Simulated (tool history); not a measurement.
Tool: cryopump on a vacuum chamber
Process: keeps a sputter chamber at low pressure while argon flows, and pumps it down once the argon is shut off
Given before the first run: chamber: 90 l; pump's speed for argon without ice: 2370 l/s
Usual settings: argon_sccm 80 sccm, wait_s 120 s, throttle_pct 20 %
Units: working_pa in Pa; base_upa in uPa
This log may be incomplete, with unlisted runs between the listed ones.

run,hour,argon_sccm,wait_s,throttle_pct,working_pa,base_upa
1,0.0,80,120,20,0.2979,1.29
# hour 8.2: leaking fittings of the chamber tightened, without venting
2,20.0,80,120,20,0.2995,0.53
# hour 33.4: pump warmed up, emptied and cooled again
3,41.0,80,120,20,0.2863,0.47
4,49.4,80,120,20,0.2859,0.53
5,67.7,80,120,20,0.2869,0.52
6,77.2,80,120,38,0.1506,0.51
7,93.5,123,120,38,0.2337,0.52
8,112.0,123,120,38,0.2349,0.53
9,126.5,80,120,20,0.2883,0.53
10,138.5,80,120,20,0.2879,0.53
11,154.1,35,41,37,0.0689,1.19
12,164.6,35,41,21,0.1207,1.24
13,182.7,58,169,35,0.1216,0.46
14,201.3,67,51,40,0.1233,1.00
15,218.3,34,139,20,0.1226,0.54
16,227.3,50,25,22,0.1644,1.80
17,241.2,50,25,22,0.1655,1.86

Selected run-to-run steps in working_pa, each split into two signed amounts: the part the tool would show with no hidden state at all (from settings, incoming material and random variation), and the remainder, which goes to the hidden state together with any gauge scatter not common to the measured and the hidden-state-free results:
The hidden state here: pump's speed, % of a pump's without ice; cold plate's temperature, K; leak into the chamber, uPa l/s; drift of the gauge itself on working_pa, %; drift of the gauge itself on base_upa, %.
Run 2 -> 3: pump warmed up, emptied and cooled again. working_pa -0.0132 Pa: hidden state -0.0130, all else -0.0002.
Run 10 -> 11: argon_sccm 80 -> 35, wait_s 120 -> 41, throttle_pct 20 -> 37. working_pa -0.2190 Pa: hidden state -0.0015, all else -0.2175.
